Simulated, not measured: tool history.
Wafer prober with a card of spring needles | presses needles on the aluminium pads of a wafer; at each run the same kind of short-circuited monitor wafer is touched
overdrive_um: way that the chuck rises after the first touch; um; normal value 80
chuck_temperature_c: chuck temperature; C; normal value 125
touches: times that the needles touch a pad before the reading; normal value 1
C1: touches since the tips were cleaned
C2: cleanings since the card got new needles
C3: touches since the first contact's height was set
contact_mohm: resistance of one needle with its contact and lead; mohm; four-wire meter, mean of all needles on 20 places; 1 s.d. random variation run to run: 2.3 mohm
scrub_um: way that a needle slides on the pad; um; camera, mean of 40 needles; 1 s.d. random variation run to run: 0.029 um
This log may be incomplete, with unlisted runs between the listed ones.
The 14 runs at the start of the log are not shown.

{"hour": 472.5, "done": "tips cleaned on abrasive film"}
{"hour": 488.7, "done": "tips cleaned on abrasive film"}
{"hour": 505.6, "done": "tips cleaned on abrasive film"}
{"run": 15, "hour": 509.8, "overdrive_um": 72, "chuck_temperature_c": 125, "touches": 1, "C1": 1901, "C2": 41, "C3": 141996, "contact_mohm": 258, "scrub_um": 14.54}
{"hour": 521.7, "done": "tips cleaned on abrasive film"}
{"hour": 536.1, "done": "height of the first contact set anew"}
{"hour": 539.7, "done": "tips cleaned on abrasive film"}
{"hour": 553.9, "done": "tips cleaned on abrasive film"}
{"run": 16, "hour": 553.9, "overdrive_um": 72, "chuck_temperature_c": 36, "touches": 1, "C1": 0, "C2": 44, "C3": 7996, "contact_mohm": 228, "scrub_um": 14.56}
{"hour": 570.2, "done": "tips cleaned on abrasive film"}
{"run": 17, "hour": 579.8, "overdrive_um": 72, "chuck_temperature_c": 36, "touches": 1, "C1": 4390, "C2": 45, "C3": 19742, "contact_mohm": 229, "scrub_um": 14.6}
{"hour": 587.0, "done": "tips cleaned on abrasive film"}
{"hour": 602.0, "done": "tips cleaned on abrasive film"}
{"hour": 618.3, "done": "tips cleaned on abrasive film"}
{"hour": 633.8, "done": "tips cleaned on abrasive film"}
{"run": 18, "hour": 633.9, "overdrive_um": 90, "chuck_temperature_c": 114, "touches": 1, "C1": 50, "C2": 49, "C3": 44118, "contact_mohm": 244, "scrub_um": 18.23}
{"hour": 649.0, "done": "tips cleaned on abrasive film"}
{"hour": 664.2, "done": "tips cleaned on abrasive film"}
{"run": 19, "hour": 664.2, "overdrive_um": 69, "chuck_temperature_c": 110, "touches": 1, "C1": 0, "C2": 51, "C3": 57783, "contact_mohm": 253, "scrub_um": 13.94}
{"hour": 678.5, "done": "tips cleaned on abrasive film"}
{"hour": 692.6, "done": "tips cleaned on abrasive film"}
{"run": 20, "hour": 705.6, "overdrive_um": 63, "chuck_temperature_c": 43, "touches": 2, "C1": 5913, "C2": 53, "C3": 76515, "contact_mohm": 235, "scrub_um": 12.75}
{"hour": 709.3, "done": "tips cleaned on abrasive film"}
{"hour": 724.7, "done": "tips cleaned on abrasive film"}
{"hour": 741.0, "done": "tips cleaned on abrasive film"}
{"run": 21, "hour": 751.0, "overdrive_um": 80, "chuck_temperature_c": 52, "touches": 1, "C1": 4514, "C2": 56, "C3": 96963, "contact_mohm": 233, "scrub_um": 16.16}
{"hour": 757.9, "done": "tips cleaned on abrasive film"}
{"hour": 774.4, "done": "tips cleaned on abrasive film"}
{"hour": 790.0, "done": "tips cleaned on abrasive film"}
{"run": 22, "hour": 791.9, "overdrive_um": 96, "chuck_temperature_c": 35, "touches": 2, "C1": 861, "C2": 59, "C3": 115432, "contact_mohm": 225, "scrub_um": 19.42}
{"hour": 804.5, "done": "tips cleaned on abrasive film"}
{"hour": 820.6, "done": "tips cleaned on abrasive film"}
{"run": 23, "hour": 821.9, "overdrive_um": 60, "chuck_temperature_c": 39, "touches": 2, "C1": 582, "C2": 61, "C3": 128925, "contact_mohm": 238, "scrub_um": 12.13}
{"hour": 834.9, "done": "tips cleaned on abrasive film"}
{"run": 24, "hour": 845.8, "overdrive_um": 71, "chuck_temperature_c": 43, "touches": 3, "C1": 4980, "C2": 62, "C3": 139764, "contact_mohm": 234, "scrub_um": 14.36}
{"hour": 849.4, "done": "tips cleaned on abrasive film"}
{"hour": 866.2, "done": "tips cleaned on abrasive film"}
{"hour": 877.0, "done": "height of the first contact set anew"}
{"hour": 884.1, "done": "tips cleaned on abrasive film"}
{"run": 25, "hour": 884.2, "overdrive_um": 91, "chuck_temperature_c": 125, "touches": 2, "C1": 24, "C2": 65, "C3": 3217, "contact_mohm": 252, "scrub_um": 18.36}
{"hour": 901.4, "done": "tips cleaned on abrasive film"}
{"hour": 918.8, "done": "tips cleaned on abrasive film"}
{"hour": 934.7, "done": "tips cleaned on abrasive film"}
{"run": 26, "hour": 934.7, "overdrive_um": 66, "chuck_temperature_c": 37, "touches": 1, "C1": 0, "C2": 68, "C3": 26032, "contact_mohm": 232, "scrub_um": 13.34}
{"hour": 948.9, "done": "tips cleaned on abrasive film"}
{"hour": 965.4, "done": "tips cleaned on abrasive film"}
{"run": 27, "hour": 974.9, "overdrive_um": 80, "chuck_temperature_c": 28, "touches": 1, "C1": 4295, "C2": 70, "C3": 44158, "contact_mohm": 227, "scrub_um": 16.2}
{"hour": 981.2, "done": "tips cleaned on abrasive film"}
{"hour": 995.8, "done": "tips cleaned on abrasive film"}
{"hour": 1010.8, "done": "tips cleaned on abrasive film"}
{"run": 28, "hour": 1023.3, "overdrive_um": 80, "chuck_temperature_c": 28, "touches": 1, "C1": 5673, "C2": 73, "C3": 66012, "contact_mohm": 224, "scrub_um": 16.2}
{"hour": 1025.9, "done": "tips cleaned on abrasive film"}
{"hour": 1041.6, "done": "tips cleaned on abrasive film"}
{"hour": 1058.6, "done": "tips cleaned on abrasive film"}
{"run": 29, "hour": 1064.3, "overdrive_um": 80, "chuck_temperature_c": 68, "touches": 1, "C1": 2587, "C2": 76, "C3": 84509, "contact_mohm": 238, "scrub_um": 16.16}
{"hour": 1075.0, "done": "tips cleaned on abrasive film"}
{"hour": 1089.5, "done": "tips cleaned on abrasive film"}
{"run": 30, "hour": 1089.9, "overdrive_um": 80, "chuck_temperature_c": 68, "touches": 1, "C1": 158, "C2": 78, "C3": 96032, "contact_mohm": 241, "scrub_um": 16.19}

3 options for the next run, each taken on its own from the tool as it stands now. Forecast them:
{"hour": 1104.0, "done": "tips cleaned on abrasive film"}
{"hour": 1121.2, "done": "tips cleaned on abrasive film"}
{"run": "A", "hour": 1128.2, "overdrive_um": 82, "chuck_temperature_c": 68, "touches": 1, "C1": 3160, "C2": 80, "C3": 113332, "contact_mohm": "?", "scrub_um": "?"}
{"hour": 1104.0, "done": "tips cleaned on abrasive film"}
{"hour": 1121.2, "done": "tips cleaned on abrasive film"}
{"run": "B", "hour": 1128.2, "overdrive_um": 80, "chuck_temperature_c": 47, "touches": 3, "C1": 3160, "C2": 80, "C3": 113332, "contact_mohm": "?", "scrub_um": "?"}
{"hour": 1104.0, "done": "tips cleaned on abrasive film"}
{"hour": 1121.2, "done": "tips cleaned on abrasive film"}
{"run": "C", "hour": 1128.2, "overdrive_um": 70, "chuck_temperature_c": 38, "touches": 2, "C1": 3160, "C2": 80, "C3": 113332, "contact_mohm": "?", "scrub_um": "?"}

run=A contact_mohm=238 scrub_um=16.55
run=B contact_mohm=232 scrub_um=16.18
run=C contact_mohm=233 scrub_um=14.1
With the hidden condition removed and each run's random variation left untouched, the same runs would have given:
run=A contact_mohm=237 scrub_um=16.55
run=B contact_mohm=232 scrub_um=16.18
run=C contact_mohm=233 scrub_um=14.1
